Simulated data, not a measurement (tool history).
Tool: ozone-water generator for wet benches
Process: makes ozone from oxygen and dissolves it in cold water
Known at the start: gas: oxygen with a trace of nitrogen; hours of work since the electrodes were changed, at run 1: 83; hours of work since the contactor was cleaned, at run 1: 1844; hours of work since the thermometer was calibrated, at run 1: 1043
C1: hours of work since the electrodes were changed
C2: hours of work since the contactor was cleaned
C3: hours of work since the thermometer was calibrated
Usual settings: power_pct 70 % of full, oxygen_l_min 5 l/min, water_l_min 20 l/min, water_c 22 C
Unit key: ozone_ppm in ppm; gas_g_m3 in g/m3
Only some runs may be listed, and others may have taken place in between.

Run 1, day 0: usual settings; C1 83; C2 1844; C3 1043. Result: ozone_ppm 13.6 ppm, gas_g_m3 153.8 g/m3.
Run 2, day 0.933: usual settings; C1 97; C2 1858; C3 1057. Result: ozone_ppm 13.5 ppm, gas_g_m3 152.6 g/m3.
Run 3, day 1.908: usual settings; C1 112; C2 1873; C3 1072. Result: ozone_ppm 13.7 ppm, gas_g_m3 153.9 g/m3.
Run 4, day 2.508: usual settings but oxygen_l_min 3.11 l/min; C1 121; C2 1882; C3 1081. Result: ozone_ppm 13.9 ppm, gas_g_m3 207.8 g/m3.
Run 5, day 3.767: usual settings but oxygen_l_min 3.86 l/min; C1 140; C2 1901; C3 1101. Result: ozone_ppm 14 ppm, gas_g_m3 180.4 g/m3.
Run 6, day 5.004: usual settings but oxygen_l_min 3.86 l/min; C1 159; C2 1920; C3 1119. Result: ozone_ppm 13.7 ppm, gas_g_m3 181 g/m3.
Run 7, day 6.388: usual settings but oxygen_l_min 3.63 l/min; C1 180; C2 1941; C3 1141. Result: ozone_ppm 13.9 ppm, gas_g_m3 187 g/m3.
Run 8, day 7.338: usual settings; C1 195; C2 1956; C3 1155. Result: ozone_ppm 13.3 ppm, gas_g_m3 153.8 g/m3.
Run 9, day 8.483: usual settings; C1 212; C2 1973; C3 1173. Result: ozone_ppm 13.6 ppm, gas_g_m3 152 g/m3.
Run 10, day 9.483: usual settings; C1 227; C2 1988; C3 1188. Result: ozone_ppm 13.6 ppm, gas_g_m3 151.6 g/m3.
Run 11, day 10.867: usual settings; C1 248; C2 2009; C3 1209. Result: ozone_ppm 13.7 ppm, gas_g_m3 151.3 g/m3.
Run 12, day 12.183: usual settings but oxygen_l_min 6.99 l/min, water_c 19 C; C1 269; C2 2029; C3 1229. Result: ozone_ppm 13.6 ppm, gas_g_m3 122.5 g/m3.
Run 13, day 13.308: usual settings but water_l_min 13 l/min, water_c 20 C; C1 286; C2 2047; C3 1246. Result: ozone_ppm 19.6 ppm, gas_g_m3 151.4 g/m3.
Run 14, day 14.042: usual settings but oxygen_l_min 4.8 l/min, water_l_min 26 l/min; C1 297; C2 2058; C3 1257. Result: ozone_ppm 11 ppm, gas_g_m3 154.8 g/m3.
Run 15, day 14.808: usual settings but power_pct 63 % of full, oxygen_l_min 4.8 l/min, water_l_min 23 l/min; C1 309; C2 2070; C3 1269. Result: ozone_ppm 10.9 ppm, gas_g_m3 146.6 g/m3.

Here are 5 independent what-if runs from the current tool condition. What would each one return?
Run A, day 15.592: usual settings but power_pct 63 % of full, oxygen_l_min 4.63 l/min, water_l_min 14 l/min, water_c 19 C; C1 321; C2 2081; C3 1281. Result: ozone_ppm ?, gas_g_m3 ?.
Run B, day 15.592: usual settings but power_pct 63 % of full, oxygen_l_min 4.8 l/min, water_l_min 17 l/min; C1 321; C2 2081; C3 1281. Result: ozone_ppm ?, gas_g_m3 ?.
Run C, day 15.592: usual settings but power_pct 41 % of full, oxygen_l_min 4.8 l/min, water_l_min 13 l/min, water_c 26 C; C1 321; C2 2081; C3 1281. Result: ozone_ppm ?, gas_g_m3 ?.
Run D, day 15.592: usual settings but power_pct 63 % of full, oxygen_l_min 4.8 l/min, water_l_min 23 l/min, water_c 17 C; C1 321; C2 2081; C3 1281. Result: ozone_ppm ?, gas_g_m3 ?.
Run E, day 15.592: usual settings but power_pct 97 % of full, water_c 28 C; C1 321; C2 2081; C3 1281. Result: ozone_ppm ?, gas_g_m3 ?.

run  ozone_ppm  gas_g_m3
  A         18     148.5
  B       14.5     146.1
  C       12.6     111.1
  D       12.2     143.3
  E         15     185.4
The same runs, with their run-to-run variation unchanged, on a tool lacking any hidden condition would have given:
run  ozone_ppm  gas_g_m3
  A         18     151.1
  B       14.6     148.6
  C       12.6     113.1
  D       12.2     145.9
  E         15     188.7

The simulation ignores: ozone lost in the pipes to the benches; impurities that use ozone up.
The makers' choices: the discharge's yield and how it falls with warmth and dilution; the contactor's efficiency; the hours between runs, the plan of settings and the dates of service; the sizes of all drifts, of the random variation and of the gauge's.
